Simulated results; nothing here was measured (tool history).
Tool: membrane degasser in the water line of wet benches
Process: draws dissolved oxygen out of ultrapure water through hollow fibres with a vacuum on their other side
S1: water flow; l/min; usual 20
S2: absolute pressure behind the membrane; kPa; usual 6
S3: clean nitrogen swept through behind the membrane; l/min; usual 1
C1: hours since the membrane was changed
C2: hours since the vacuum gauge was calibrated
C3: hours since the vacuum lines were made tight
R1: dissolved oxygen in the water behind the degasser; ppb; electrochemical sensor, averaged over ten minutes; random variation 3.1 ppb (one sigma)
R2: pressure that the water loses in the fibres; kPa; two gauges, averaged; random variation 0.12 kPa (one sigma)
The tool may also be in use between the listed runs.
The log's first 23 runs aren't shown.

run	hour	S1	S2	S3	C1	C2	C3	R1	R2
24	2136	18	6	1	4797	4797	6749	262.7	26.04
25	2254.6	18	6	1	4915	4915	6868	258.6	26.3
26	2347.7	19	11.15	1.68	5008	5008	6961	378.6	27.8
27	2411.5	19	11.15	1.68	5072	5072	7024	375.6	27.65
28	2485.3	19	11.15	1.68	5146	5146	7098	375.4	27.49
29	2590.6	20	9.63	1.3	5251	5251	7203	420.9	28.86
30	2717.5	28	9.93	0.88	5378	5378	7330	824	40.66
31	2795.9	25	6.43	0.88	5456	5456	7409	523.2	36.22
32	2916	25	6.43	0.88	5577	5577	7529	521.6	36.4
33	2973.6	15	5.76	1.35	5634	5634	7587	154.9	21.84

Forecast each of these 3 alternatives for the next run:
A	3029.2	20	6	1.65	5690	5690	7642	?	?
B	3029.2	14	11.9	0.41	5690	5690	7642	?	?
C	3029.2	13	6	1.9	5690	5690	7642	?	?

run	R1	R2
A	276.6	29.13
B	642.1	20.44
C	99.8	18.93
Without the tool's hidden state the same runs would have given:
run	R1	R2
A	262.2	28.67
B	629.4	20.13
C	93.5	18.64
